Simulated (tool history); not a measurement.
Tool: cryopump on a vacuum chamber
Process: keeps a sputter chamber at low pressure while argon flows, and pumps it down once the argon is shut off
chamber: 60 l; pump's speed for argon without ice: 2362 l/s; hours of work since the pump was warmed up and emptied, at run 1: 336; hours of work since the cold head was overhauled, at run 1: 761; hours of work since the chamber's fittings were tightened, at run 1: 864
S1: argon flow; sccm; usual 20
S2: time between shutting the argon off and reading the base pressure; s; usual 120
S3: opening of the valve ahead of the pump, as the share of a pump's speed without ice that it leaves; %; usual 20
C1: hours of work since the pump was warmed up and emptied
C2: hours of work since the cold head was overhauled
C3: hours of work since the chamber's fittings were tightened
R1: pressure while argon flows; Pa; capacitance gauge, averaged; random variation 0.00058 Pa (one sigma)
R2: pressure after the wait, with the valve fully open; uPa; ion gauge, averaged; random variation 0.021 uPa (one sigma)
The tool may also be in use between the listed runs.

run,hour,S1,S2,S3,C1,C2,C3,R1,R2
1,0.0,20,120,20,336,761,864,0.0762,0.69
2,24.2,13,120,20,357,783,885,0.0510,0.69
3,40.2,13,120,20,371,797,899,0.0508,0.72
4,60.3,13,120,20,389,814,917,0.0506,0.76
5,73.7,13,120,20,400,826,928,0.0514,0.76
# hour 89.3: pump warmed up, emptied and cooled again
6,100.0,13,120,20,9,845,947,0.0468,0.59
7,126.2,20,120,23,32,868,970,0.0638,0.62
8,150.2,20,134,20,54,889,991,0.0721,0.60
9,174.5,20,134,20,75,910,1013,0.0720,0.64
10,191.6,20,134,20,90,925,1028,0.0719,0.62
11,205.2,20,134,20,102,937,1040,0.0728,0.60
12,229.9,20,134,20,124,959,1061,0.0727,0.64
13,253.8,20,134,20,145,980,1083,0.0741,0.71
14,277.7,20,134,20,166,1001,1104,0.0740,0.71
15,292.1,20,32,20,178,1014,1116,0.0747,1.20
16,307.4,20,298,20,192,1027,1130,0.0740,0.63
17,323.8,20,120,20,206,1042,1144,0.0735,0.72
18,343.3,20,120,20,223,1059,1161,0.0751,0.75
19,362.9,21,120,43,241,1076,1178,0.0378,0.74
20,380.1,21,120,43,256,1091,1194,0.0385,0.76
21,394.4,15,29,18,268,1104,1206,0.0626,1.33
22,411.9,20,37,41,284,1119,1222,0.0384,1.20
23,425.2,18,159,15,295,1131,1233,0.0887,0.78
24,441.7,18,81,23,310,1145,1248,0.0608,0.94
25,463.7,23,120,58,329,1165,1267,0.0336,0.84
26,487.2,11,92,22,350,1185,1288,0.0393,0.96
27,508.0,11,25,33,368,1204,1306,0.0276,1.63
28,523.4,19,101,22,382,1217,1320,0.0670,0.93
29,539.0,19,101,22,396,1231,1333,0.0671,0.99
# hour 561.9: pump warmed up, emptied and cooled again
30,565.0,19,137,49,3,1250,1352,0.0287,0.69
31,580.3,36,43,20,16,1263,1365,0.1300,1.10
32,605.7,11,179,24,39,1285,1388,0.0341,0.70
33,618.1,20,28,19,49,1296,1399,0.0754,1.37

Measured less the same run without the tool's hidden state. The same run-to-run variation is in both; the gauge's scatter may not be:
The hidden state here: pump's speed, % of a pump's without ice; cold plate's temperature, K; leak into the chamber, uPa l/s; drift of the gauge itself on working_pa, %; drift of the gauge itself on base_upa, %.
run,R1,R2
1,+0.0054,+0.39
2,+0.0038,+0.41
3,+0.0040,+0.42
4,+0.0042,+0.45
5,+0.0043,+0.46
6,+0.0002,+0.28
7,+0.0005,+0.30
8,+0.0007,+0.31
9,+0.0010,+0.32
10,+0.0011,+0.33
11,+0.0013,+0.33
12,+0.0016,+0.37
13,+0.0018,+0.37
14,+0.0020,+0.39
15,+0.0022,+0.39
16,+0.0025,+0.41
17,+0.0027,+0.42
18,+0.0028,+0.44
19,+0.0032,+0.44
20,+0.0035,+0.45
21,+0.0027,+0.46
22,+0.0038,+0.49
23,+0.0036,+0.50
24,+0.0039,+0.51
25,+0.0053,+0.53
26,+0.0028,+0.56
27,+0.0029,+0.57
28,+0.0053,+0.57
29,+0.0055,+0.60
30,+0.0003,+0.41
31,+0.0009,+0.42
32,+0.0004,+0.45
33,+0.0009,+0.45

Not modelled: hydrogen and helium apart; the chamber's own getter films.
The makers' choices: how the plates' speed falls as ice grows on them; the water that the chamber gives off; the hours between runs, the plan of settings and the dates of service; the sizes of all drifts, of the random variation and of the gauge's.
